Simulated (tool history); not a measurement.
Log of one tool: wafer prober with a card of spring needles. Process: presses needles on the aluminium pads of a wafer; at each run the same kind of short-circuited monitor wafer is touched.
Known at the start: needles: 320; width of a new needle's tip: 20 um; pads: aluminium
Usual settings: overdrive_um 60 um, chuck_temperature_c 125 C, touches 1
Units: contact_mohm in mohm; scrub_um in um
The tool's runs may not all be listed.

run,hour,overdrive_um,chuck_temperature_c,touches,contact_mohm,scrub_um
1,0,60,125,1,188,9.71
# hour 2.8: tips cleaned on abrasive film
# hour 16.5: tips cleaned on abrasive film
# hour 24.9: height of the first contact set anew
# hour 29.5: tips cleaned on abrasive film
2,29.5,60,125,2,191,9.73
# hour 43.2: tips cleaned on abrasive film
# hour 56.8: tips cleaned on abrasive film
# hour 67.8: tips cleaned on abrasive film
3,71.4,60,125,2,191,9.72
# hour 79.7: tips cleaned on abrasive film
# hour 93.3: tips cleaned on abrasive film
# hour 107: tips cleaned on abrasive film
4,107.7,60,125,1,190,9.73
# hour 118.7: tips cleaned on abrasive film
# hour 132.3: tips cleaned on abrasive film
# hour 143.3: tips cleaned on abrasive film
# hour 154.2: tips cleaned on abrasive film
# hour 167.9: tips cleaned on abrasive film
5,167.9,60,125,1,188,9.73
# hour 178.9: tips cleaned on abrasive film
# hour 189.8: tips cleaned on abrasive film
# hour 203.5: tips cleaned on abrasive film
# hour 217.1: tips cleaned on abrasive film
6,226,60,125,1,192,9.71
# hour 228.8: tips cleaned on abrasive film
# hour 239.8: tips cleaned on abrasive film
# hour 248.2: height of the first contact set anew
# hour 251: tips cleaned on abrasive film
# hour 264.7: tips cleaned on abrasive film
# hour 275.6: tips cleaned on abrasive film
7,277.7,60,125,1,192,9.74
# hour 288.6: tips cleaned on abrasive film
# hour 302.3: tips cleaned on abrasive film
# hour 315.9: tips cleaned on abrasive film
8,320.7,60,125,1,189,9.71
# hour 329: tips cleaned on abrasive film
# hour 342.6: tips cleaned on abrasive film
# hour 356.3: tips cleaned on abrasive film
# hour 367.2: tips cleaned on abrasive film
9,370,60,125,1,188,9.71
# hour 378.2: tips cleaned on abrasive film
# hour 389.2: tips cleaned on abrasive film
# hour 402.8: tips cleaned on abrasive film
# hour 413.8: tips cleaned on abrasive film
# hour 427.5: tips cleaned on abrasive film
10,437.8,60,125,1,191,9.72
# hour 440.6: tips cleaned on abrasive film
# hour 451.5: tips cleaned on abrasive film
# hour 465.2: tips cleaned on abrasive film
# hour 470.9: height of the first contact set anew
# hour 476.4: tips cleaned on abrasive film
11,486.9,60,125,1,191,9.72
# hour 489.7: tips cleaned on abrasive film
# hour 503.4: tips cleaned on abrasive film
# hour 514.3: tips cleaned on abrasive film
# hour 528: tips cleaned on abrasive film
# hour 538.9: tips cleaned on abrasive film
# hour 552.6: tips cleaned on abrasive film
12,556.4,79,125,1,186,12.79
# hour 564.7: tips cleaned on abrasive film
# hour 575.6: tips cleaned on abrasive film
# hour 586.6: tips cleaned on abrasive film
# hour 600.2: tips cleaned on abrasive film
# hour 613.9: tips cleaned on abrasive film
13,617.8,60,125,2,192,9.7
# hour 626: tips cleaned on abrasive film
# hour 636.9: tips cleaned on abrasive film
# hour 650.6: tips cleaned on abrasive film
# hour 661.5: tips cleaned on abrasive film
14,662.7,60,99,2,186,9.71
# hour 673.6: tips cleaned on abrasive film
# hour 684.6: tips cleaned on abrasive film
# hour 693: height of the first contact set anew
# hour 698.6: tips cleaned on abrasive film
15,698.6,55,115,1,190,8.91
# hour 712.1: tips cleaned on abrasive film
# hour 723: tips cleaned on abrasive film
# hour 734: tips cleaned on abrasive film
# hour 747.6: tips cleaned on abrasive film
# hour 761.3: tips cleaned on abrasive film
16,763.9,48,115,1,193,7.78
# hour 774.9: tips cleaned on abrasive film
# hour 788.5: tips cleaned on abrasive film
# hour 802.2: tips cleaned on abrasive film
# hour 815.8: tips cleaned on abrasive film
17,825.7,43,99,1,188,6.99
# hour 828.5: tips cleaned on abrasive film
# hour 839.5: tips cleaned on abrasive film
# hour 850.4: tips cleaned on abrasive film
# hour 864.1: tips cleaned on abrasive film
18,866.2,61,45,1,173,9.89
# hour 877.1: tips cleaned on abrasive film
# hour 888.1: tips cleaned on abrasive film
# hour 899: tips cleaned on abrasive film
# hour 912.7: tips cleaned on abrasive film
# hour 915.7: height of the first contact set anew
19,920.6,61,77,2,183,9.88
# hour 926.2: tips cleaned on abrasive film
# hour 937.1: tips cleaned on abrasive film
# hour 948: tips cleaned on abrasive film
20,954.2,61,77,2,180,9.9
# hour 959.7: tips cleaned on abrasive film
# hour 973.4: tips cleaned on abrasive film
# hour 987: tips cleaned on abrasive film
21,992.3,75,121,2,185,12.16
# hour 1000.5: tips cleaned on abrasive film
# hour 1011.5: tips cleaned on abrasive film
# hour 1022.4: tips cleaned on abrasive film
# hour 1036.1: tips cleaned on abrasive film
22,1040.5,75,121,2,185,12.18
# hour 1048.7: tips cleaned on abrasive film
# hour 1059.6: tips cleaned on abrasive film
# hour 1070.6: tips cleaned on abrasive film
# hour 1084.2: tips cleaned on abrasive film
23,1084.7,45,36,1,175,7.31
# hour 1095.6: tips cleaned on abrasive film
# hour 1106.5: tips cleaned on abrasive film
# hour 1120.2: tips cleaned on abrasive film
# hour 1133.9: tips cleaned on abrasive film
# hour 1139.6: height of the first contact set anew
# hour 1145.1: tips cleaned on abrasive film
24,1150.3,45,85,1,188,7.27

5 ways to go on from here, each from the tool as it stands after run 24. What would each give?
# hour 1158.6: tips cleaned on abrasive film
# hour 1169.5: tips cleaned on abrasive film
# hour 1183.2: tips cleaned on abrasive film
# hour 1194.1: tips cleaned on abrasive film
# hour 1207.8: tips cleaned on abrasive film
A,1209.3,60,85,1,?,?
# hour 1158.6: tips cleaned on abrasive film
# hour 1169.5: tips cleaned on abrasive film
# hour 1183.2: tips cleaned on abrasive film
# hour 1194.1: tips cleaned on abrasive film
# hour 1207.8: tips cleaned on abrasive film
B,1209.3,78,85,2,?,?
# hour 1158.6: tips cleaned on abrasive film
# hour 1169.5: tips cleaned on abrasive film
# hour 1183.2: tips cleaned on abrasive film
# hour 1194.1: tips cleaned on abrasive film
# hour 1207.8: tips cleaned on abrasive film
C,1209.3,60,60,1,?,?
# hour 1158.6: tips cleaned on abrasive film
# hour 1169.5: tips cleaned on abrasive film
# hour 1183.2: tips cleaned on abrasive film
# hour 1194.1: tips cleaned on abrasive film
# hour 1207.8: tips cleaned on abrasive film
D,1209.3,60,80,1,?,?
# hour 1158.6: tips cleaned on abrasive film
# hour 1169.5: tips cleaned on abrasive film
# hour 1183.2: tips cleaned on abrasive film
# hour 1194.1: tips cleaned on abrasive film
# hour 1207.8: tips cleaned on abrasive film
E,1209.3,60,125,2,?,?

run,contact_mohm,scrub_um
A,183,9.74
B,178,12.66
C,177,9.73
D,183,9.75
E,192,9.74
Without the tool's hidden state the same runs would have given:
run,contact_mohm,scrub_um
A,183,9.74
B,178,12.66
C,177,9.73
D,183,9.75
E,192,9.74
